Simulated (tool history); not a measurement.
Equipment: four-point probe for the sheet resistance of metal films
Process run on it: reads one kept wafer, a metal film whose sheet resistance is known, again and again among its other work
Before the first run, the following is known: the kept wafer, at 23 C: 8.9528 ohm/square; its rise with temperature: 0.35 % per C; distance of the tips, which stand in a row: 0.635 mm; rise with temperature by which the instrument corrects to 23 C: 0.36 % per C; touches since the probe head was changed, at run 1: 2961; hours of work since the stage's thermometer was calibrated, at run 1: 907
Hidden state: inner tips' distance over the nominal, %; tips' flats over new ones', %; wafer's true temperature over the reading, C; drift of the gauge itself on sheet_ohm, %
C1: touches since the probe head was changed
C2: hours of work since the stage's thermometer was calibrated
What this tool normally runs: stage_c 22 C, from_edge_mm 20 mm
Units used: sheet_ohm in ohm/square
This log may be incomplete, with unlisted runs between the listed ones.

{"run": 1, "day": 0.0, "stage_c": 22, "from_edge_mm": 20, "C1": 2961, "C2": 907, "sheet_ohm": 8.954094}
{"run": 2, "day": 0.65, "stage_c": 22, "from_edge_mm": 20, "C1": 3146, "C2": 915, "sheet_ohm": 8.954488}
{"run": 3, "day": 0.942, "stage_c": 22, "from_edge_mm": 20, "C1": 3230, "C2": 919, "sheet_ohm": 8.953697}
{"run": 4, "day": 1.542, "stage_c": 22, "from_edge_mm": 20, "C1": 3401, "C2": 927, "sheet_ohm": 8.955852}
{"run": 5, "day": 2.058, "stage_c": 22, "from_edge_mm": 20, "C1": 3549, "C2": 934, "sheet_ohm": 8.952753}
{"run": 6, "day": 2.629, "stage_c": 23, "from_edge_mm": 26, "C1": 3713, "C2": 942, "sheet_ohm": 8.951476}
{"run": 7, "day": 3.062, "stage_c": 20, "from_edge_mm": 35, "C1": 3837, "C2": 948, "sheet_ohm": 8.951814}
{"run": 8, "day": 3.588, "stage_c": 20, "from_edge_mm": 20, "C1": 3987, "C2": 955, "sheet_ohm": 8.954417}
{"run": 9, "day": 3.946, "stage_c": 25, "from_edge_mm": 7, "C1": 4089, "C2": 960, "sheet_ohm": 8.981262}
{"run": 10, "day": 4.221, "stage_c": 20, "from_edge_mm": 20, "C1": 4167, "C2": 963, "sheet_ohm": 8.955424}

Predict each of these 5 candidate next runs independently; none follows another, all start after run 10:
{"run": "A", "day": 4.808, "stage_c": 32, "from_edge_mm": 4, "C1": 4336, "C2": 971, "sheet_ohm": "?"}
{"run": "B", "day": 4.808, "stage_c": 32, "from_edge_mm": 5, "C1": 4336, "C2": 971, "sheet_ohm": "?"}
{"run": "C", "day": 4.808, "stage_c": 31, "from_edge_mm": 20, "C1": 4336, "C2": 971, "sheet_ohm": "?"}
{"run": "D", "day": 4.808, "stage_c": 27, "from_edge_mm": 12, "C1": 4336, "C2": 971, "sheet_ohm": "?"}
{"run": "E", "day": 4.808, "stage_c": 33, "from_edge_mm": 6, "C1": 4336, "C2": 971, "sheet_ohm": "?"}

run=A sheet_ohm=9.054718
run=B sheet_ohm=9.011492
run=C sheet_ohm=8.937188
run=D sheet_ohm=8.954206
run=E sheet_ohm=8.984172
With no hidden state in the tool, these same runs would have given:
run=A sheet_ohm=9.060909
run=B sheet_ohm=9.017658
run=C sheet_ohm=8.943289
run=D sheet_ohm=8.96023
run=E sheet_ohm=8.990344
